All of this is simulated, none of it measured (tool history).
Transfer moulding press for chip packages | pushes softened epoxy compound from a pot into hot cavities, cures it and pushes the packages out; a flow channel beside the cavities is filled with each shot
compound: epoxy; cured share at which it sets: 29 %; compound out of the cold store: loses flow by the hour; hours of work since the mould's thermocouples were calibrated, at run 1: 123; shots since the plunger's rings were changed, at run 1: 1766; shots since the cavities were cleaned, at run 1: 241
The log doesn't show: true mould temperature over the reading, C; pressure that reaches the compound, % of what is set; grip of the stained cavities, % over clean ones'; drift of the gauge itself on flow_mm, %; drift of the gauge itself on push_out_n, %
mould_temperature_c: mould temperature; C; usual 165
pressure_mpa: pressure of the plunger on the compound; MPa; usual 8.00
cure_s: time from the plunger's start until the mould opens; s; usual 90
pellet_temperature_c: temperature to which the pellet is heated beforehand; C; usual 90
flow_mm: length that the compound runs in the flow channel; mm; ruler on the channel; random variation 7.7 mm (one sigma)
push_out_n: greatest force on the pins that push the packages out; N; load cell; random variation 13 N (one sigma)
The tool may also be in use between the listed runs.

run	hour	mould_temperature_c	pressure_mpa	cure_s	pellet_temperature_c	hours of work since the mould's thermocouples were calibrated	shots since the plunger's rings were changed	shots since the cavities were cleaned	incoming compound's hours out of the cold store	flow_mm	push_out_n
1	0.0	165	8.00	90	90	123	1766	241	29.1	843	797
2	38.9	165	8.00	90	90	151	2285	760	13.3	867	1013
# hour 51.0: cavities cleaned with cleaning compound and waxed
3	101.3	165	8.00	90	90	197	3098	672	47.6	777	1069
# hour 123.9: cavities cleaned with cleaning compound and waxed
4	173.2	164	8.00	90	90	249	4038	658	35.6	801	1025
# hour 190.8: cavities cleaned with cleaning compound and waxed
# hour 242.7: cavities cleaned with cleaning compound and waxed, once more
5	243.1	165	8.00	98	90	299	4932	6	44.7	761	526
6	297.8	165	8.00	98	90	339	5662	736	22.1	800	875
# hour 312.6: cavities cleaned with cleaning compound and waxed
7	347.4	165	8.00	98	90	375	6304	465	36.0	754	765
# hour 379.7: cavities cleaned with cleaning compound and waxed
8	381.4	165	8.00	90	90	399	6739	23	19.8	790	642
# hour 387.2: plunger's sealing rings changed
# hour 450.4: cavities cleaned with cleaning compound and waxed
9	452.3	172	8.00	90	90	449	850	26	43.3	807	471
10	512.9	165	9.85	90	90	494	1659	835	19.8	959	1038
# hour 520.6: cavities cleaned with cleaning compound and waxed
11	560.0	165	8.00	90	99	528	2268	526	41.0	799	909
# hour 587.6: cavities cleaned with cleaning compound and waxed
12	617.8	165	8.90	90	99	570	3019	403	12.5	904	911
# hour 658.5: cavities cleaned with cleaning compound and waxed
13	687.7	167	8.00	90	90	621	3933	390	31.1	802	818
# hour 728.1: cavities cleaned with cleaning compound and waxed
14	756.5	165	7.17	90	88	671	4832	379	25.3	762	887
# hour 798.2: cavities cleaned with cleaning compound and waxed
15	829.0	165	7.17	118	88	724	5780	412	35.4	740	667
# hour 866.4: cavities cleaned with cleaning compound and waxed
16	886.3	165	7.17	118	88	765	6524	264	38.4	730	617
# hour 910.1: plunger's sealing rings changed
17	921.4	165	6.04	90	90	789	151	701	17.0	775	1050
# hour 939.9: cavities cleaned with cleaning compound and waxed
18	954.0	169	8.76	116	97	812	565	189	20.9	916	574
# hour 1009.6: cavities cleaned with cleaning compound and waxed
19	1027.3	169	8.76	116	97	866	1524	236	30.5	872	603
# hour 1061.9: mould's thermocouples calibrated
# hour 1078.7: cavities cleaned with cleaning compound and waxed
20	1098.7	165	9.06	90	90	26	2430	266	45.1	842	833
# hour 1148.6: cavities cleaned with cleaning compound and waxed
21	1162.8	163	8.74	126	91	73	3266	190	32.9	845	576
22	1199.2	163	8.74	126	91	100	3753	677	21.5	874	726
# hour 1217.9: cavities cleaned with cleaning compound and waxed
23	1264.6	157	6.72	96	92	147	4607	624	27.6	750	1390
# hour 1287.4: cavities cleaned with cleaning compound and waxed
24	1339.5	165	8.00	78	93	202	5586	696	14.7	830	1362

Forecast each of these 3 alternatives for the next run:
# hour 1357.2: cavities cleaned with cleaning compound and waxed
A	1405.0	165	8.00	109	90	249	6440	637	24.3	?	?
# hour 1357.2: cavities cleaned with cleaning compound and waxed
B	1405.0	172	9.26	78	93	249	6440	637	11.7	?	?
# hour 1357.2: cavities cleaned with cleaning compound and waxed
C	1405.0	166	8.00	90	90	249	6440	637	46.7	?	?

run	flow_mm	push_out_n
A	780	763
B	854	892
C	730	911
Without the tool's hidden state the same runs would have given:
run	flow_mm	push_out_n
A	869	471
B	951	543
C	813	558
